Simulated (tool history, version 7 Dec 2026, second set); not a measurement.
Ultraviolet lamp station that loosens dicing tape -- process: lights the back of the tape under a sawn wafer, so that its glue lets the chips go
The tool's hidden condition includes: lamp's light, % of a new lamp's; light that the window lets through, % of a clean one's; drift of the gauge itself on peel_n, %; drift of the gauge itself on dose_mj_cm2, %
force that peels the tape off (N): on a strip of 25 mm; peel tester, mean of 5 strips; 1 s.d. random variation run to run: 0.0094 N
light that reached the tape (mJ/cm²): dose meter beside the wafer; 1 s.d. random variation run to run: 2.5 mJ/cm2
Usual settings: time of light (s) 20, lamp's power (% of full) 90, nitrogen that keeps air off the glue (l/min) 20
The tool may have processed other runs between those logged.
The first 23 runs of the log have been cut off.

run,hour,time of light (s),lamp's power (% of full),nitrogen that keeps air off the glue (l/min),hours of work of the lamp,hours of work since the window was cleaned,force that peels the tape off (N),light that reached the tape (mJ/cm²)
# hour 1478.9: lamp changed
24,1534.2,20,67,38,26,492,0.571,193
25,1580.9,14,77,31,47,514,0.902,153
26,1621.7,14,77,31,66,533,0.934,153
27,1694.3,20,65,20,100,566,0.946,184
28,1736,22,90,20,119,586,0.448,274
# hour 1767.9: window cleaned of glue's vapour
29,1800.4,22,90,20,149,15,0.383,301
30,1840.3,30,82,17,167,34,0.293,369
31,1887.7,27,86,20,189,56,0.286,345
32,1968.9,18,90,20,227,93,0.594,234
33,2059.9,23,92,7,269,135,0.84,297
34,2097.5,23,66,7,287,153,1.351,213
35,2156.6,20,68,7,314,180,1.534,187
36,2211.3,20,68,7,340,206,1.613,188
37,2252.4,20,73,22,359,225,0.764,193
38,2328,20,73,22,394,260,0.793,192
39,2395,34,85,11,425,291,0.386,378
40,2455.5,12,90,13,453,319,1.608,135
41,2537.6,12,71,29,491,357,1.462,105
42,2585.4,17,80,11,513,379,1.381,171

What if the next run were any one of these 4? Each begins from the tool's condition after run 42:
A,2639.9,15,90,21,538,405,?,?
B,2639.9,20,90,14,538,405,?,?
C,2639.9,20,81,16,538,405,?,?
D,2639.9,20,90,10,538,405,?,?

run,force that peels the tape off (N),light that reached the tape (mJ/cm²)
A,1.005,168
B,0.837,217
C,0.915,200
D,1.059,222
With the hidden condition removed and each run's random variation left untouched, the same runs would have given:
run,force that peels the tape off (N),light that reached the tape (mJ/cm²)
A,0.649,220
B,0.521,287
C,0.578,263
D,0.688,292
